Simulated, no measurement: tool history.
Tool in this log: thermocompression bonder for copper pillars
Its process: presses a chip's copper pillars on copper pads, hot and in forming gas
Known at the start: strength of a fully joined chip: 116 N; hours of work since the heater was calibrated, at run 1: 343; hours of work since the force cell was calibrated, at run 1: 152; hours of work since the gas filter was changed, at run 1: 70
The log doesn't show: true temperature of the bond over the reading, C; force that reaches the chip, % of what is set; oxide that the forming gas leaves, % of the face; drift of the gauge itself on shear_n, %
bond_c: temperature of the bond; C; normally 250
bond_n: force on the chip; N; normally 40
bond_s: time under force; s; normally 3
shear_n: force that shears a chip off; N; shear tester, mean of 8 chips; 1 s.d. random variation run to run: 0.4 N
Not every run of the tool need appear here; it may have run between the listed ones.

| run | day | bond_c | bond_n | bond_s | hours of work since the heater was calibrated | hours of work since the force cell was calibrated | hours of work since the gas filter was changed | shear_n |
|---|---|---|---|---|---|---|---|---|
| 1 | 0.000 | 250 | 40 | 3 | 343 | 152 | 70 | 69.3 |
| 2 | 1.012 | 250 | 40 | 3 | 361 | 170 | 88 | 69.0 |
| 3 | 2.050 | 250 | 40 | 3 | 379 | 188 | 106 | 68.5 |
| 4 | 3.075 | 250 | 40 | 3 | 397 | 206 | 124 | 68.6 |
| 5 | 3.825 | 225 | 40 | 3 | 410 | 219 | 137 | 54.4 |
| 6 | 4.579 | 225 | 40 | 8 | 424 | 232 | 150 | 74.0 |
| 7 | 5.088 | 225 | 40 | 8 | 433 | 241 | 159 | 74.7 |
| 8 | 5.650 | 225 | 40 | 2 | 442 | 251 | 169 | 46.5 |
|  | 5.783 | heater calibrated with a thermocouple chip |
| 9 | 6.608 | 243 | 48 | 2 | 14 | 266 | 185 | 60.4 |
| 10 | 7.296 | 278 | 28 | 2 | 27 | 279 | 197 | 62.3 |
| 11 | 8.204 | 246 | 26 | 4 | 42 | 294 | 213 | 58.2 |
| 12 | 8.754 | 228 | 56 | 2 | 52 | 304 | 222 | 57.6 |
| 13 | 9.567 | 228 | 56 | 2 | 66 | 318 | 236 | 57.7 |
| 14 | 10.033 | 228 | 48 | 4 | 75 | 327 | 245 | 66.0 |
| 15 | 10.646 | 228 | 48 | 4 | 85 | 337 | 255 | 65.6 |
| 16 | 11.542 | 228 | 48 | 4 | 101 | 353 | 271 | 66.4 |

Difference, measured minus no-hidden-state, one row per run. Run-to-run variation is common to both terms; the gauge's own scatter need not be:
| run | shear_n |
|---|---|
| 1 | -2.0 |
| 2 | -2.2 |
| 3 | -2.4 |
| 4 | -2.5 |
| 5 | -2.5 |
| 6 | -3.1 |
| 7 | -3.3 |
| 8 | -2.5 |
| 9 | -3.5 |
| 10 | -3.3 |
| 11 | -3.7 |
| 12 | -3.9 |
| 13 | -4.1 |
| 14 | -4.5 |
| 15 | -4.6 |
| 16 | -4.8 |
